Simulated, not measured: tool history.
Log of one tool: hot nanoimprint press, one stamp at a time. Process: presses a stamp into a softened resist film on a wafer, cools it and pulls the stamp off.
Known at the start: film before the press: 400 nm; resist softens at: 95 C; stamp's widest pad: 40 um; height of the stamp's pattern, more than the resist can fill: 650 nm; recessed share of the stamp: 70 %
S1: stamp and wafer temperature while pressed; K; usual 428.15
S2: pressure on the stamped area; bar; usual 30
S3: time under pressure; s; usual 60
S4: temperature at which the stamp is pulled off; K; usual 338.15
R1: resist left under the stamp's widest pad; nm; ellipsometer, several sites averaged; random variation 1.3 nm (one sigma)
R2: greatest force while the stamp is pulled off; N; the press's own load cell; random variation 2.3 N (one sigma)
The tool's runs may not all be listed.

run 1 hour=0 | S1=428.15 S2=30 S3=60 S4=338.15 | R1=195 R2=109
run 2 hour=60.4 | S1=428.15 S2=30 S3=60 S4=338.15 | R1=195.6 R2=105
-- hour=111.9 plate thermocouple calibrated
-- hour=117.9 stamp cleaned and given a new release coat
run 3 hour=146.7 | S1=428.15 S2=30 S3=60 S4=338.15 | R1=196.9 R2=106
run 4 hour=221.6 | S1=428.15 S2=30 S3=65 S4=338.15 | R1=192.5 R2=107
run 5 hour=303 | S1=424.15 S2=30 S3=60 S4=338.15 | R1=234.5 R2=104
run 6 hour=352.1 | S1=424.15 S2=30 S3=60 S4=338.15 | R1=233.7 R2=101
run 7 hour=434.5 | S1=428.15 S2=30 S3=60 S4=338.15 | R1=195.1 R2=109
run 8 hour=495.1 | S1=428.15 S2=30 S3=60 S4=338.15 | R1=197.2 R2=109
run 9 hour=581.5 | S1=419.15 S2=30 S3=60 S4=338.15 | R1=285 R2=105
run 10 hour=656.2 | S1=428.15 S2=30 S3=60 S4=338.15 | R1=193.6 R2=108
-- hour=672.9 press's hydraulic seals changed and the load cell set to zero
run 11 hour=702.4 | S1=428.15 S2=30 S3=60 S4=338.15 | R1=194.3 R2=104
run 12 hour=777.5 | S1=428.15 S2=30 S3=60 S4=338.15 | R1=193 R2=110
-- hour=817.2 plate thermocouple calibrated
run 13 hour=867.3 | S1=428.15 S2=30 S3=60 S4=338.15 | R1=198 R2=104
run 14 hour=927.9 | S1=428.15 S2=30 S3=60 S4=338.15 | R1=196.6 R2=109
-- hour=954.3 stamp cleaned and given a new release coat
run 15 hour=990.3 | S1=428.15 S2=30 S3=60 S4=338.15 | R1=195.5 R2=106
run 16 hour=1056.2 | S1=428.15 S2=30 S3=60 S4=338.15 | R1=194.9 R2=108
run 17 hour=1142.7 | S1=428.15 S2=28.9 S3=31 S4=338.15 | R1=247.2 R2=106
run 18 hour=1229.2 | S1=434.15 S2=30 S3=60 S4=338.15 | R1=150.4 R2=106
run 19 hour=1298.3 | S1=434.15 S2=45.8 S3=50 S4=327.15 | R1=127.8 R2=133
run 20 hour=1389.4 | S1=434.15 S2=45.8 S3=50 S4=327.15 | R1=128.8 R2=134
run 21 hour=1463.3 | S1=428.15 S2=30 S3=89 S4=339.15 | R1=169.8 R2=105
-- hour=1511.4 plate thermocouple calibrated
run 22 hour=1511.4 | S1=428.15 S2=30 S3=89 S4=339.15 | R1=168.3 R2=102
run 23 hour=1582.1 | S1=424.15 S2=30 S3=54 S4=338.15 | R1=243.6 R2=107
run 24 hour=1632.7 | S1=424.15 S2=30 S3=54 S4=338.15 | R1=241 R2=107
run 25 hour=1714.3 | S1=439.15 S2=30 S3=35 S4=338.15 | R1=147.5 R2=109
-- hour=1789 stamp cleaned and given a new release coat
run 26 hour=1795 | S1=417.15 S2=30 S3=46 S4=338.15 | R1=319.8 R2=105
run 27 hour=1851.4 | S1=417.15 S2=30 S3=46 S4=338.15 | R1=316.4 R2=105

Run 28 comes next. What will it give?
run 28 hour=1937.2 | S1=428.15 S2=30 S3=60 S4=340.15 | R1=? R2=?

Run 28 gave R1 195.6 nm, R2 100 N.
Without the tool's hidden state the same run would have given R1 195.9 nm, R2 100 N.
